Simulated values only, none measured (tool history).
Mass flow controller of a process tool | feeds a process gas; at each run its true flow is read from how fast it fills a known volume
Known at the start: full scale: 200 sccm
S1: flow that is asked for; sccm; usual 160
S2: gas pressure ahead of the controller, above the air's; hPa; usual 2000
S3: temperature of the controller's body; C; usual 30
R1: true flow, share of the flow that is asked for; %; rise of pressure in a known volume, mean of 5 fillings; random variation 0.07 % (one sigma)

run	day	S1	S2	S3	R1
1	0.000	160	2000	30	98.88
2	8.525	160	2020	30	98.73
3	17.871	160	2020	39	98.48
4	27.908	160	2020	39	98.53
5	38.917	151	2000	30	98.75
6	46.842	151	2000	30	98.53
7	51.904	151	2000	30	98.68
8	58.438	151	2000	30	98.63
9	65.838	151	2000	30	98.64
10	72.267	160	2000	30	98.65
11	83.567	160	2000	30	98.62
12	93.825	160	2000	33	98.52
13	105.225	171	2000	33	98.50
14	110.917	171	2000	33	98.62
15	123.079	65	1510	27	97.99
16	131.292	23	2000	30	101.69
17	137.612	23	1930	23	101.96
18	143.800	110	2000	23	98.38
19	155.217	60	2700	20	99.19
20	164.333	67	2680	29	98.80
21	176.425	160	2340	30	98.71
22	185.388	83	1440	23	97.90
23	190.450	160	2000	37	98.14
24	195.617	31	2000	24	100.91
25	200.879	31	2000	24	101.00
26	209.054	31	2000	24	101.11
27	215.675	31	2000	24	101.30

4 ways to go on from here, each from the tool as it stands after run 27. What would each give?
A	223.754	160	1920	30	?
B	223.754	48	1940	33	?
C	223.754	31	2000	25	?
D	223.754	160	2640	21	?

run	R1
A	98.12
B	98.94
C	101.31
D	98.89
Without the tool's hidden state the same runs would have given:
run	R1
A	99.14
B	97.21
C	97.44
D	99.90
